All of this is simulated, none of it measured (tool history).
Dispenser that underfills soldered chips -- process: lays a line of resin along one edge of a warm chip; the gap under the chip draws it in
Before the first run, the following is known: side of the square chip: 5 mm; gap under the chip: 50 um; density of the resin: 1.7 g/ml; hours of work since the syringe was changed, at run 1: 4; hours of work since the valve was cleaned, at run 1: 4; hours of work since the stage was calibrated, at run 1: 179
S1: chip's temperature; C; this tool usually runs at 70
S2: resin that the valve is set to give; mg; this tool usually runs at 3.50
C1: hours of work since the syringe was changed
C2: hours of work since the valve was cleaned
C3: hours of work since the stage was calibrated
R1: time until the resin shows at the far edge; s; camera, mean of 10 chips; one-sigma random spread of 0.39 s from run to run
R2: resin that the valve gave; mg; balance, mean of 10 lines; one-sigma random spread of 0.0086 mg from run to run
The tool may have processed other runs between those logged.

run 1 day=0.000 | S1=70 S2=3.50 | C1=4 C2=4 C3=179 | R1=31.8 R2=3.487
-- day=0.258 new syringe of resin
run 2 day=0.362 | S1=70 S2=3.50 | C1=2 C2=9 C3=184 | R1=27.9 R2=3.471
-- day=0.742 new syringe of resin
run 3 day=0.792 | S1=70 S2=3.50 | C1=1 C2=16 C3=191 | R1=26.7 R2=3.458
run 4 day=1.188 | S1=85 S2=3.50 | C1=7 C2=22 C3=197 | R1=23.1 R2=3.455
-- day=1.225 new syringe of resin
run 5 day=1.604 | S1=85 S2=3.50 | C1=6 C2=28 C3=204 | R1=22.1 R2=3.422
-- day=1.717 new syringe of resin
run 6 day=2.008 | S1=85 S2=3.50 | C1=5 C2=35 C3=210 | R1=20.3 R2=3.416
-- day=2.229 new syringe of resin
run 7 day=2.433 | S1=85 S2=3.50 | C1=3 C2=41 C3=216 | R1=17.9 R2=3.402
-- day=2.696 dispensing valve cleaned and set on the balance
-- day=2.779 new syringe of resin
run 8 day=2.867 | S1=79 S2=3.50 | C1=1 C2=2 C3=222 | R1=20.9 R2=3.488
run 9 day=3.150 | S1=79 S2=3.50 | C1=6 C2=7 C3=227 | R1=25.9 R2=3.500
-- day=3.271 new syringe of resin
run 10 day=3.400 | S1=58 S2=3.50 | C1=2 C2=11 C3=230 | R1=44.8 R2=3.479
run 11 day=3.679 | S1=58 S2=3.50 | C1=6 C2=15 C3=235 | R1=57.0 R2=3.468
-- day=3.750 new syringe of resin
run 12 day=4.054 | S1=74 S2=3.07 | C1=5 C2=21 C3=241 | R1=29.9 R2=3.018
-- day=4.233 new syringe of resin
run 13 day=4.429 | S1=79 S2=4.42 | C1=3 C2=27 C3=246 | R1=22.0 R2=4.352
-- day=4.725 new syringe of resin
run 14 day=4.792 | S1=73 S2=3.43 | C1=1 C2=32 C3=252 | R1=24.9 R2=3.369
run 15 day=5.042 | S1=80 S2=4.15 | C1=5 C2=36 C3=256 | R1=24.0 R2=4.054
-- day=5.208 new syringe of resin
run 16 day=5.317 | S1=80 S2=4.15 | C1=2 C2=40 C3=260 | R1=20.2 R2=4.037
run 17 day=5.529 | S1=55 S2=3.61 | C1=5 C2=43 C3=263 | R1=59.7 R2=3.512
-- day=5.625 dispensing valve cleaned and set on the balance
-- day=5.750 new syringe of resin
run 18 day=5.908 | S1=55 S2=3.44 | C1=2 C2=4 C3=268 | R1=52.0 R2=3.424
run 19 day=6.121 | S1=55 S2=3.44 | C1=6 C2=8 C3=272 | R1=62.6 R2=3.427
-- day=6.246 new syringe of resin
run 20 day=6.321 | S1=55 S2=3.44 | C1=1 C2=11 C3=275 | R1=48.6 R2=3.411
run 21 day=6.671 | S1=78 S2=4.27 | C1=7 C2=16 C3=280 | R1=28.7 R2=4.234

What if the next run were any one of these 3? Each begins from the tool's condition after run 21:
-- day=6.750 new syringe of resin
run A day=7.075 | S1=59 S2=3.86 | C1=5 C2=22 C3=286 | R1=? R2=?
-- day=6.750 new syringe of resin
run B day=7.075 | S1=82 S2=3.62 | C1=5 C2=22 C3=286 | R1=? R2=?
-- day=6.750 new syringe of resin
run C day=7.075 | S1=70 S2=4.12 | C1=5 C2=22 C3=286 | R1=? R2=?

run=A R1=52.3 R2=3.807
run=B R1=22.8 R2=3.562
run=C R1=34.9 R2=4.044
Without the tool's unlogged condition, the same runs would have read:
run=A R1=36.6 R2=3.862
run=B R1=16.0 R2=3.613
run=C R1=24.6 R2=4.103

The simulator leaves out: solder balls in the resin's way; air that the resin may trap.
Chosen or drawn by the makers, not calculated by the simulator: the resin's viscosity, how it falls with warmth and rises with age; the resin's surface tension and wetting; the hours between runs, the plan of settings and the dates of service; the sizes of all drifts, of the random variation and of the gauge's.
